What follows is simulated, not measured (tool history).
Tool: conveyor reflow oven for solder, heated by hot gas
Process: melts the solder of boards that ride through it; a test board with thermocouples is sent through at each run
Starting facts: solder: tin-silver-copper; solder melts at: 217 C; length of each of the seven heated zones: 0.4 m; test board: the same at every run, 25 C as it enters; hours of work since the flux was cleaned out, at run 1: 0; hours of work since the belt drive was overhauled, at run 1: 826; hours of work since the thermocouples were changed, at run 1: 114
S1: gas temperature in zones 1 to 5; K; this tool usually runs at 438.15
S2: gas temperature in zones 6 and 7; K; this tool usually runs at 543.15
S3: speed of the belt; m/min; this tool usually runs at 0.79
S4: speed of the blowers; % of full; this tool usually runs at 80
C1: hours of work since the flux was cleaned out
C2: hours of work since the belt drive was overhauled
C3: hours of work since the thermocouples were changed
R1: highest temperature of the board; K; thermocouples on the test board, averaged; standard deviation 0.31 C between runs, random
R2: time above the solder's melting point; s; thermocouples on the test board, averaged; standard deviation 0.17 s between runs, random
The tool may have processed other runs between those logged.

run    hour      S1      S2     S3  S4   C1   C2   C3      R1    R2
  1       0  438.15  543.15   0.79  80    0  826  114  529.95  47.9
  2    68.9  438.15  554.15   0.79  80   50  875  164  540.65  52.1
  3   106.5  438.15  554.15   0.79  80   77  902  191  539.85  52.3
      156.7  -- belt drive overhauled, speed set with a stopwatch
  4   175.4  431.15  554.15   0.79  80  123   13  237  538.75  48.4
  5   231.7  431.15  554.15   0.79  80  164   54  278  538.35  48.2
  6   302.8  431.15  554.15   0.79  80  215  105  329  537.65    48
  7   346.1  438.15  543.15   0.79  80  246  136  360  528.55  45.3
  8   403.8  438.15  543.15   0.79  80  288  178  402  528.15  45.8
        453  -- flux residue cleaned out of gas plates and filters
  9   460.8  438.15  543.15  0.871  80    6  215  439  523.85  38.3
 10   511.2  438.15  543.15  0.871  80   42  251  475  523.95  38.3
        572  -- thermocouples of zones 6 and 7 changed
 11   575.9  441.15  543.15   0.79  80   87  296    3  527.55  45.9
 12   610.8  441.15  543.15   0.79  80  112  322   28  528.05  45.7
      683.1  -- flux residue cleaned out of gas plates and filters, once more
 13   687.9  438.15  543.15   0.79  80    3  373   80  530.45    47
 14   727.1  438.15  543.15   0.79  80   32  402  108  529.55  46.8
 15   779.1  438.15  543.15   0.79  80   69  439  145  529.95  46.6
 16   819.2  438.15  545.15  0.913  64   98  468  174  520.95  34.2
 17   888.9  438.15  545.15  0.755  64  148  518  224  528.65  47.6
 18   938.1  447.15  557.15   0.85  71  183  553  260  538.05  48.7
 19   969.2  447.15  557.15   0.85  71  206  576  282  537.85  48.6
 20    1013  447.15  557.15   0.85  71  237  607  314  537.15  48.5
 21  1071.1  447.15  557.15   0.85  71  279  649  355  537.35  48.5
     1133.7  -- flux residue cleaned out of gas plates and filters
 22  1133.7  447.15  532.15   0.79  80    0  690  397  520.75  44.7
 23  1175.3  447.15  532.15   0.79  64   30  720  427  516.85  40.8
 24    1233  425.15  548.15   0.79  64   71  762  468  527.05  41.6
 25  1290.1  425.15  548.15  0.822  64  112  803  509  525.45  38.9
     1305.4  -- thermocouples of zones 6 and 7 changed
 26  1347.5  425.15  548.15  0.733  83  152  843   30  535.45  51.5
 27    1387  425.15  548.15  0.733  83  181  871   59  536.05  51.2
 28    1457  438.15  543.15  0.632  68  231  922  109  532.35    62
       1479  -- belt drive overhauled, speed set with a stopwatch
 29  1530.3  438.15  543.15  0.632  68  281   37  159  532.45  59.9

Consider 5 possible next runs. They are alternatives, not a sequence: every one starts from the tool as it was left by run 29. What does each give?
     1590.1  -- flux residue cleaned out of gas plates and filters
  A  1607.4  448.15  544.15  0.662  68  12  89  211   ?   ?
     1590.1  -- flux residue cleaned out of gas plates and filters
  B  1607.4  443.15  543.15  0.873  68  12  89  211   ?   ?
     1590.1  -- flux residue cleaned out of gas plates and filters
  C  1607.4  438.15  551.15   0.79  76  12  89  211   ?   ?
     1590.1  -- flux residue cleaned out of gas plates and filters
  D  1607.4  428.15  543.15  0.726  63  12  89  211   ?   ?
     1590.1  -- flux residue cleaned out of gas plates and filters
  E  1607.4  438.15  555.15   0.79  80  12  89  211   ?   ?

run      R1    R2
  A  534.75  61.7
  B  524.55  39.3
  C  536.65    49
  D  526.55  46.1
  E  540.75  51.3
Without the tool's hidden state the same runs would have given:
run      R1    R2
  A  535.05  61.6
  B  524.75  39.3
  C  536.85  48.9
  D  526.75  46.1
  E  540.95  51.3

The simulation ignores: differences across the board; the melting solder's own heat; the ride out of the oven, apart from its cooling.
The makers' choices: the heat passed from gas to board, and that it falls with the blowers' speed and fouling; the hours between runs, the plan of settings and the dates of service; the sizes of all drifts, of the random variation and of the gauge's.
